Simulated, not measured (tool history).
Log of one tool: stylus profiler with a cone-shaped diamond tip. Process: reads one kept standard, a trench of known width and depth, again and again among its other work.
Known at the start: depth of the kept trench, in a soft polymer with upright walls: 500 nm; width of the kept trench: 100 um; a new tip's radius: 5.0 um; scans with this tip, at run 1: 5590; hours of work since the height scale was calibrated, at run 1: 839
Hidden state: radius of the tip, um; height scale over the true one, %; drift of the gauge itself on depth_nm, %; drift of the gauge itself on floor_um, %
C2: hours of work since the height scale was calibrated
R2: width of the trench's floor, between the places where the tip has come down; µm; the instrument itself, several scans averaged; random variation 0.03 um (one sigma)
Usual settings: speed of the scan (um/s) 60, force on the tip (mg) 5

run 1 day=0 | speed_of_the_scan_(um/s)=60 force_on_the_tip_(mg)=5 | scans_with_this_tip=5590 C2=839 | depth_of_the_trench_(nm)=512.82 R2=95.25
run 2 day=1.504 | speed_of_the_scan_(um/s)=60 force_on_the_tip_(mg)=5 | scans_with_this_tip=5717 C2=858 | depth_of_the_trench_(nm)=513.28 R2=95.29
run 3 day=4.121 | speed_of_the_scan_(um/s)=60 force_on_the_tip_(mg)=5 | scans_with_this_tip=5938 C2=891 | depth_of_the_trench_(nm)=513.28 R2=95.28
run 4 day=6.112 | speed_of_the_scan_(um/s)=60 force_on_the_tip_(mg)=3.1 | scans_with_this_tip=6106 C2=916 | depth_of_the_trench_(nm)=510.01 R2=95.17
run 5 day=9.012 | speed_of_the_scan_(um/s)=60 force_on_the_tip_(mg)=3.1 | scans_with_this_tip=6351 C2=953 | depth_of_the_trench_(nm)=510.1 R2=95.29
run 6 day=11.638 | speed_of_the_scan_(um/s)=123 force_on_the_tip_(mg)=3.1 | scans_with_this_tip=6573 C2=986 | depth_of_the_trench_(nm)=510.04 R2=95.09
run 7 day=13.592 | speed_of_the_scan_(um/s)=123 force_on_the_tip_(mg)=3.1 | scans_with_this_tip=6738 C2=1011 | depth_of_the_trench_(nm)=510.15 R2=95.14
run 8 day=15.904 | speed_of_the_scan_(um/s)=60 force_on_the_tip_(mg)=2.14 | scans_with_this_tip=6934 C2=1041 | depth_of_the_trench_(nm)=508.48 R2=95.15
run 9 day=18.629 | speed_of_the_scan_(um/s)=60 force_on_the_tip_(mg)=3.1 | scans_with_this_tip=7164 C2=1075 | depth_of_the_trench_(nm)=510.2 R2=95.25
run 10 day=21.042 | speed_of_the_scan_(um/s)=60 force_on_the_tip_(mg)=5 | scans_with_this_tip=7368 C2=1106 | depth_of_the_trench_(nm)=513.28 R2=95.2
run 11 day=23.579 | speed_of_the_scan_(um/s)=215 force_on_the_tip_(mg)=5 | scans_with_this_tip=7583 C2=1138 | depth_of_the_trench_(nm)=513.59 R2=94.96
run 12 day=25.492 | speed_of_the_scan_(um/s)=215 force_on_the_tip_(mg)=5 | scans_with_this_tip=7744 C2=1162 | depth_of_the_trench_(nm)=513.59 R2=94.95
run 13 day=28.725 | speed_of_the_scan_(um/s)=60 force_on_the_tip_(mg)=2.14 | scans_with_this_tip=8017 C2=1203 | depth_of_the_trench_(nm)=508.26 R2=95.13
run 14 day=31.792 | speed_of_the_scan_(um/s)=60 force_on_the_tip_(mg)=2.14 | scans_with_this_tip=8277 C2=1242 | depth_of_the_trench_(nm)=508.16 R2=95.03
run 15 day=34.412 | speed_of_the_scan_(um/s)=60 force_on_the_tip_(mg)=2.14 | scans_with_this_tip=8498 C2=1275 | depth_of_the_trench_(nm)=508.76 R2=95.11
run 16 day=37.358 | speed_of_the_scan_(um/s)=56 force_on_the_tip_(mg)=3.96 | scans_with_this_tip=8747 C2=1313 | depth_of_the_trench_(nm)=512.09 R2=95.15
run 17 day=39.183 | speed_of_the_scan_(um/s)=56 force_on_the_tip_(mg)=3.96 | scans_with_this_tip=8902 C2=1336 | depth_of_the_trench_(nm)=511.97 R2=95.12
run 18 day=41.288 | speed_of_the_scan_(um/s)=37 force_on_the_tip_(mg)=4.44 | scans_with_this_tip=9080 C2=1363 | depth_of_the_trench_(nm)=513.01 R2=95.19

The next listed run, before its measurement:
run 19 day=44.342 | speed_of_the_scan_(um/s)=57 force_on_the_tip_(mg)=2.96 | scans_with_this_tip=9337 C2=1401 | depth_of_the_trench_(nm)=? R2=?

{"run 19": {"depth of the trench (nm)": 510.78, "R2": 95.08}}
Without the tool's hidden state the same run would have given depth of the trench (nm) 508.8, R2 95.54 µm.

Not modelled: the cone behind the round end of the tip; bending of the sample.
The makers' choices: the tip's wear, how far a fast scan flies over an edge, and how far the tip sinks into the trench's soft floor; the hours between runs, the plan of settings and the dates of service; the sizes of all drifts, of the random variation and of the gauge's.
